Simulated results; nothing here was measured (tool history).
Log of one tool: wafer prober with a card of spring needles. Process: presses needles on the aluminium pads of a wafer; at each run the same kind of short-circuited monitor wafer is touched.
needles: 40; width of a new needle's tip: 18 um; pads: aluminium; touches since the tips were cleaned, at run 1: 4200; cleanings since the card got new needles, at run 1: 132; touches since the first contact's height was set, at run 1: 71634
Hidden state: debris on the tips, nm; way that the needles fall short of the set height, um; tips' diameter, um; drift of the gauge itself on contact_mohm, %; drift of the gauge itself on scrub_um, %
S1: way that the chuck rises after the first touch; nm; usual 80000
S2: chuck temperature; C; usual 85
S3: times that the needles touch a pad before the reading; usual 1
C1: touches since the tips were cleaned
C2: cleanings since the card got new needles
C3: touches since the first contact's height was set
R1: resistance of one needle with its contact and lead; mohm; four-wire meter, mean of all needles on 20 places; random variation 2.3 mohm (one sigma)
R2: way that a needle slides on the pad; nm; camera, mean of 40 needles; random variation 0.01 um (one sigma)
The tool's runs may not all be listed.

{"run": 1, "hour": 0.0, "S1": 80000, "S2": 85, "S3": 1, "C1": 4200, "C2": 132, "C3": 71634, "R1": 268, "R2": 20640}
{"hour": 3.3, "done": "height of the first contact set anew"}
{"hour": 9.6, "done": "tips cleaned on abrasive film"}
{"hour": 26.0, "done": "tips cleaned on abrasive film"}
{"hour": 42.4, "done": "tips cleaned on abrasive film"}
{"run": 2, "hour": 52.2, "S1": 80000, "S2": 77, "S3": 1, "C1": 5957, "C2": 135, "C3": 29256, "R1": 264, "R2": 20630}
{"hour": 58.6, "done": "tips cleaned on abrasive film"}
{"hour": 75.6, "done": "tips cleaned on abrasive film"}
{"hour": 92.6, "done": "tips cleaned on abrasive film"}
{"run": 3, "hour": 93.0, "S1": 80000, "S2": 85, "S3": 1, "C1": 256, "C2": 138, "C3": 53623, "R1": 263, "R2": 20630}
{"hour": 107.6, "done": "tips cleaned on abrasive film"}
{"hour": 124.1, "done": "tips cleaned on abrasive film"}
{"run": 4, "hour": 124.1, "S1": 80000, "S2": 85, "S3": 1, "C1": 0, "C2": 140, "C3": 72177, "R1": 262, "R2": 20630}
{"hour": 127.1, "done": "height of the first contact set anew"}
{"hour": 140.4, "done": "tips cleaned on abrasive film"}
{"hour": 156.7, "done": "tips cleaned on abrasive film"}
{"run": 5, "hour": 168.8, "S1": 80000, "S2": 85, "S3": 1, "C1": 7294, "C2": 142, "C3": 25001, "R1": 265, "R2": 20650}
{"hour": 172.6, "done": "tips cleaned on abrasive film"}
{"hour": 187.8, "done": "tips cleaned on abrasive film"}
{"hour": 204.8, "done": "tips cleaned on abrasive film"}
{"run": 6, "hour": 206.2, "S1": 80000, "S2": 85, "S3": 1, "C1": 854, "C2": 145, "C3": 47295, "R1": 267, "R2": 20670}
{"hour": 220.1, "done": "tips cleaned on abrasive film"}
{"hour": 237.4, "done": "tips cleaned on abrasive film"}
{"run": 7, "hour": 242.4, "S1": 65000, "S2": 85, "S3": 1, "C1": 3014, "C2": 147, "C3": 68993, "R1": 265, "R2": 16770}
{"hour": 250.0, "done": "height of the first contact set anew"}
{"hour": 253.7, "done": "tips cleaned on abrasive film"}
{"hour": 270.0, "done": "tips cleaned on abrasive film"}
{"hour": 287.7, "done": "tips cleaned on abrasive film"}
{"run": 8, "hour": 289.6, "S1": 65000, "S2": 85, "S3": 1, "C1": 1168, "C2": 150, "C3": 23679, "R1": 267, "R2": 16760}
{"hour": 304.1, "done": "tips cleaned on abrasive film"}
{"hour": 321.5, "done": "tips cleaned on abrasive film"}
{"hour": 339.2, "done": "tips cleaned on abrasive film"}
{"run": 9, "hour": 339.7, "S1": 65000, "S2": 85, "S3": 1, "C1": 291, "C2": 153, "C3": 53644, "R1": 262, "R2": 16790}
{"hour": 356.8, "done": "tips cleaned on abrasive film"}
{"hour": 371.8, "done": "tips cleaned on abrasive film"}
{"hour": 372.1, "done": "height of the first contact set anew"}
{"run": 10, "hour": 377.2, "S1": 65000, "S2": 85, "S3": 2, "C1": 3014, "C2": 155, "C3": 3014, "R1": 267, "R2": 16770}
{"hour": 388.1, "done": "tips cleaned on abrasive film"}
{"hour": 405.1, "done": "tips cleaned on abrasive film"}
{"hour": 422.9, "done": "tips cleaned on abrasive film"}
{"run": 11, "hour": 434.8, "S1": 80000, "S2": 85, "S3": 1, "C1": 7204, "C2": 158, "C3": 37560, "R1": 267, "R2": 20630}
{"hour": 438.6, "done": "tips cleaned on abrasive film"}
{"hour": 455.9, "done": "tips cleaned on abrasive film"}
{"run": 12, "hour": 459.3, "S1": 80000, "S2": 85, "S3": 2, "C1": 2027, "C2": 160, "C3": 52135, "R1": 265, "R2": 20640}
{"hour": 473.8, "done": "tips cleaned on abrasive film"}
{"hour": 490.3, "done": "tips cleaned on abrasive film"}
{"run": 13, "hour": 493.3, "S1": 80000, "S2": 85, "S3": 2, "C1": 1824, "C2": 162, "C3": 72524, "R1": 262, "R2": 20640}
{"hour": 496.2, "done": "height of the first contact set anew"}
{"hour": 507.2, "done": "tips cleaned on abrasive film"}
{"hour": 521.7, "done": "tips cleaned on abrasive film"}
{"hour": 539.0, "done": "tips cleaned on abrasive film"}
{"run": 14, "hour": 551.2, "S1": 80000, "S2": 85, "S3": 2, "C1": 7369, "C2": 165, "C3": 32915, "R1": 260, "R2": 20630}
{"hour": 554.9, "done": "tips cleaned on abrasive film"}
{"hour": 573.1, "done": "tips cleaned on abrasive film"}
{"run": 15, "hour": 580.6, "S1": 80000, "S2": 28, "S3": 1, "C1": 4525, "C2": 167, "C3": 50491, "R1": 254, "R2": 20640}
{"hour": 589.9, "done": "tips cleaned on abrasive film"}
{"hour": 607.9, "done": "tips cleaned on abrasive film"}
{"hour": 619.2, "done": "height of the first contact set anew"}
{"run": 16, "hour": 619.2, "S1": 81000, "S2": 85, "S3": 2, "C1": 6617, "C2": 169, "C3": 0, "R1": 266, "R2": 20890}
{"hour": 622.9, "done": "tips cleaned on abrasive film"}
{"hour": 640.9, "done": "tips cleaned on abrasive film"}
{"hour": 658.4, "done": "tips cleaned on abrasive film"}
{"run": 17, "hour": 664.8, "S1": 92000, "S2": 85, "S3": 2, "C1": 3880, "C2": 172, "C3": 27261, "R1": 261, "R2": 23740}
{"hour": 675.3, "done": "tips cleaned on abrasive film"}
{"hour": 691.7, "done": "tips cleaned on abrasive film"}
{"run": 18, "hour": 698.5, "S1": 92000, "S2": 85, "S3": 2, "C1": 4127, "C2": 174, "C3": 47435, "R1": 260, "R2": 23730}
{"hour": 709.5, "done": "tips cleaned on abrasive film"}
{"hour": 727.0, "done": "tips cleaned on abrasive film"}
{"hour": 741.2, "done": "height of the first contact set anew"}
{"hour": 744.9, "done": "tips cleaned on abrasive film"}
{"run": 19, "hour": 754.7, "S1": 63000, "S2": 33, "S3": 1, "C1": 5857, "C2": 177, "C3": 8031, "R1": 252, "R2": 16260}
{"hour": 762.0, "done": "tips cleaned on abrasive film"}
{"hour": 778.7, "done": "tips cleaned on abrasive film"}
{"hour": 796.1, "done": "tips cleaned on abrasive film"}
{"run": 20, "hour": 806.4, "S1": 63000, "S2": 33, "S3": 1, "C1": 6219, "C2": 180, "C3": 39008, "R1": 255, "R2": 16260}
{"hour": 813.7, "done": "tips cleaned on abrasive film"}
{"hour": 829.4, "done": "tips cleaned on abrasive film"}
{"hour": 846.6, "done": "tips cleaned on abrasive film"}
{"run": 21, "hour": 856.1, "S1": 72000, "S2": 48, "S3": 2, "C1": 5660, "C2": 183, "C3": 68703, "R1": 253, "R2": 18580}
{"hour": 862.9, "done": "tips cleaned on abrasive film"}
{"hour": 866.8, "done": "height of the first contact set anew"}
{"hour": 879.6, "done": "tips cleaned on abrasive film"}
{"run": 22, "hour": 885.7, "S1": 98000, "S2": 94, "S3": 1, "C1": 3676, "C2": 185, "C3": 11300, "R1": 265, "R2": 25300}
{"hour": 896.6, "done": "tips cleaned on abrasive film"}
{"hour": 914.3, "done": "tips cleaned on abrasive film"}
{"hour": 930.9, "done": "tips cleaned on abrasive film"}
{"run": 23, "hour": 933.1, "S1": 80000, "S2": 44, "S3": 1, "C1": 1290, "C2": 188, "C3": 39628, "R1": 251, "R2": 20620}
{"hour": 948.7, "done": "tips cleaned on abrasive film"}
{"hour": 966.4, "done": "tips cleaned on abrasive film"}
{"hour": 984.1, "done": "tips cleaned on abrasive film"}
{"run": 24, "hour": 987.7, "S1": 73000, "S2": 85, "S3": 1, "C1": 2131, "C2": 191, "C3": 72314, "R1": 266, "R2": 18830}
{"hour": 991.6, "done": "height of the first contact set anew"}
{"hour": 1001.4, "done": "tips cleaned on abrasive film"}
{"hour": 1017.1, "done": "tips cleaned on abrasive film"}
{"hour": 1035.0, "done": "tips cleaned on abrasive film"}
{"run": 25, "hour": 1040.1, "S1": 61000, "S2": 123, "S3": 3, "C1": 3067, "C2": 194, "C3": 29029, "R1": 278, "R2": 15730}
{"hour": 1050.6, "done": "tips cleaned on abrasive film"}
{"hour": 1066.4, "done": "tips cleaned on abrasive film"}
{"run": 26, "hour": 1073.5, "S1": 76000, "S2": 85, "S3": 2, "C1": 4267, "C2": 196, "C3": 49026, "R1": 267, "R2": 19600}
{"hour": 1083.1, "done": "tips cleaned on abrasive film"}
{"hour": 1100.7, "done": "tips cleaned on abrasive film"}
{"run": 27, "hour": 1104.9, "S1": 76000, "S2": 85, "S3": 2, "C1": 2567, "C2": 198, "C3": 67809, "R1": 265, "R2": 19610}

Forecast each of these 4 alternatives for the next run:
{"hour": 1115.0, "done": "height of the first contact set anew"}
{"hour": 1118.7, "done": "tips cleaned on abrasive film"}
{"hour": 1135.7, "done": "tips cleaned on abrasive film"}
{"hour": 1152.5, "done": "tips cleaned on abrasive film"}
{"run": "A", "hour": 1158.2, "S1": 76000, "S2": 32, "S3": 1, "C1": 3485, "C2": 201, "C3": 25869, "R1": "?", "R2": "?"}
{"hour": 1115.0, "done": "height of the first contact set anew"}
{"hour": 1118.7, "done": "tips cleaned on abrasive film"}
{"hour": 1135.7, "done": "tips cleaned on abrasive film"}
{"hour": 1152.5, "done": "tips cleaned on abrasive film"}
{"run": "B", "hour": 1158.2, "S1": 70000, "S2": 32, "S3": 3, "C1": 3485, "C2": 201, "C3": 25869, "R1": "?", "R2": "?"}
{"hour": 1115.0, "done": "height of the first contact set anew"}
{"hour": 1118.7, "done": "tips cleaned on abrasive film"}
{"hour": 1135.7, "done": "tips cleaned on abrasive film"}
{"hour": 1152.5, "done": "tips cleaned on abrasive film"}
{"run": "C", "hour": 1158.2, "S1": 64000, "S2": 85, "S3": 2, "C1": 3485, "C2": 201, "C3": 25869, "R1": "?", "R2": "?"}
{"hour": 1115.0, "done": "height of the first contact set anew"}
{"hour": 1118.7, "done": "tips cleaned on abrasive film"}
{"hour": 1135.7, "done": "tips cleaned on abrasive film"}
{"hour": 1152.5, "done": "tips cleaned on abrasive film"}
{"run": "D", "hour": 1158.2, "S1": 99000, "S2": 85, "S3": 2, "C1": 3485, "C2": 201, "C3": 25869, "R1": "?", "R2": "?"}

run=A R1=249 R2=19620
run=B R1=252 R2=18080
run=C R1=268 R2=16510
run=D R1=264 R2=25560
Without the tool's hidden state the same runs would have given:
run=A R1=249 R2=19620
run=B R1=251 R2=18080
run=C R1=268 R2=16510
run=D R1=264 R2=25560
